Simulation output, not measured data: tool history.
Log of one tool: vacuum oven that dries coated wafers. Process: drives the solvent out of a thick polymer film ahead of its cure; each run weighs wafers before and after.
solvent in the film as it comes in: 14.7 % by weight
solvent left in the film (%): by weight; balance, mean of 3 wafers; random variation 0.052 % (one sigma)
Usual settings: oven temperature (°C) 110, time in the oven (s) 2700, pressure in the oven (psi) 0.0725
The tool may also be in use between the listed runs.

run	hour	oven temperature (°C)	time in the oven (s)	pressure in the oven (psi)	solvent left in the film (%)
1	0.0	110	2700	0.0725	1.44
2	24.3	110	2700	0.0725	1.33
3	53.5	110	2700	0.0725	1.33
4	80.4	110	2700	0.0725	1.39
5	96.5	110	2700	0.0725	1.44
6	122.1	110	2700	0.0725	1.33
7	152.5	110	2700	0.0725	1.47
8	176.9	110	2700	0.0725	1.38
9	203.8	110	2700	0.0725	1.39
10	227.7	110	2700	0.0725	1.34
11	247.1	110	2700	0.0725	1.39
12	261.7	110	2700	0.0725	1.36
13	281.3	110	2700	0.0725	1.35
14	297.7	110	1560	0.0725	2.74
15	313.6	95	1560	0.0725	7.21
16	337.3	110	2700	0.0725	1.38
17	352.6	110	2700	0.0725	1.37
18	374.0	110	2700	0.0725	1.44
19	386.8	110	2700	0.0725	1.26
20	417.3	110	2700	0.0725	1.33
21	434.5	110	2700	0.0725	1.38
22	463.9	113	2700	0.0725	1.00
23	489.8	113	2700	0.0725	1.08
24	518.9	110	2700	0.0389	1.07
25	534.2	98	3900	0.0582	2.61
26	563.9	98	2040	0.0381	4.76
27	581.1	110	1620	0.0725	2.71
28	594.4	110	1620	0.0725	2.72
29	618.0	99	2520	0.0925	4.37
30	638.9	99	2520	0.0925	4.32
31	669.5	120	3540	0.1147	0.83
32	694.4	120	3540	0.1147	0.96
33	716.9	107	3540	0.0400	0.96
34	744.1	112	3540	0.0422	0.59
35	766.3	112	3540	0.1153	1.38
36	788.4	119	1500	0.2751	2.70
37	809.5	96	4140	0.0872	3.45
38	833.6	108	3120	0.1191	2.01
39	848.0	110	2700	0.0616	1.27
40	872.4	120	2700	0.0725	0.52
41	888.9	116	4080	0.0486	0.39
42	917.4	111	2700	0.0640	1.16
43	944.3	122	2700	0.0640	0.52
44	959.6	122	4320	0.1443	1.12
45	988.2	124	1860	0.1001	0.79
46	1007.3	95	1860	0.1186	6.97
47	1029.4	95	1860	0.1186	6.88
48	1060.0	95	1860	0.1186	6.90

Taken out of this log: 1 entry between the listed runs. Where each belongs, and how the hidden state differs across it:
Between runs 25 and 26: oven's thermocouples calibrated (hour 545.3)
  true wafer temperature over the reading, C: 0.04 -> -0.01
